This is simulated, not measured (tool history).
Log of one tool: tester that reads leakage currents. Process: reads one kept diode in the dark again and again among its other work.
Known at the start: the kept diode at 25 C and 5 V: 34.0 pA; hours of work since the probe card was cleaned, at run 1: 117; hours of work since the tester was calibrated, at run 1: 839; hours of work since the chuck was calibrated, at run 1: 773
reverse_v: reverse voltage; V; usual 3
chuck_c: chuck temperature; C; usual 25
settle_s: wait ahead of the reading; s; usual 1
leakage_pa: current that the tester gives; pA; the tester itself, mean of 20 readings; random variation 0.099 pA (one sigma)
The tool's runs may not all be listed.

run,hour,reverse_v,chuck_c,settle_s,hours of work since the probe card was cleaned,hours of work since the tester was calibrated,hours of work since the chuck was calibrated,leakage_pa
1,0,3,25,1,117,839,773,27.78
2,21.2,3,27,1,129,851,785,32.75
3,53.7,3,27,1,149,871,804,32.54
4,88.3,3,27,1,169,891,825,32.73
5,109.1,3,27,1,182,904,837,32.86
6,136.9,3,27,0.37,198,920,854,33.41
7,158.9,3,27,0.37,211,933,867,33.42
8,182.4,3,27,0.37,225,947,881,33.4
9,208.5,3,41,1,241,963,897,94.65
10,238.2,1.79,25,1,258,980,914,22.99
11,269.7,1.79,25,1,277,999,933,23.1
12,294.1,1.79,25,1,292,1014,947,23.07
13,332,1.79,25,1,314,1036,970,23.22
14,366.1,1.79,25,1,334,1056,990,23.16
15,386.9,1.79,25,1,347,1069,1003,23.32
# hour 391.7: probe card cleaned and baked
16,418.8,1.81,25,0.81,16,1086,1020,23.95
17,435,1.81,25,0.81,26,1096,1030,24.01
18,473.1,1.81,25,0.81,48,1118,1052,24.05
19,498,2.61,50,7.65,63,1133,1067,169.38
20,523.8,18.8,25,1.57,79,1148,1082,74.91
21,544.5,3.74,25,1,91,1161,1095,33.19
# hour 567.1: probe card cleaned and baked, once more
22,572.1,1.01,25,1,3,1175,1109,17.65
23,609.5,1.01,25,1,25,1198,1132,17.81

Forecast each of these 4 alternatives for the next run:
A,625.2,1.01,25,0.73,35,1207,1141,?
B,625.2,1.01,25,6.45,35,1207,1141,?
C,625.2,1.01,25,0.85,35,1207,1141,?
D,625.2,17.57,28,1,35,1207,1141,?

run,leakage_pa
A,17.77
B,17.65
C,17.66
D,68.67
Without the tool's hidden state the same runs would have given:
run,leakage_pa
A,18.79
B,18.67
C,18.67
D,71.54

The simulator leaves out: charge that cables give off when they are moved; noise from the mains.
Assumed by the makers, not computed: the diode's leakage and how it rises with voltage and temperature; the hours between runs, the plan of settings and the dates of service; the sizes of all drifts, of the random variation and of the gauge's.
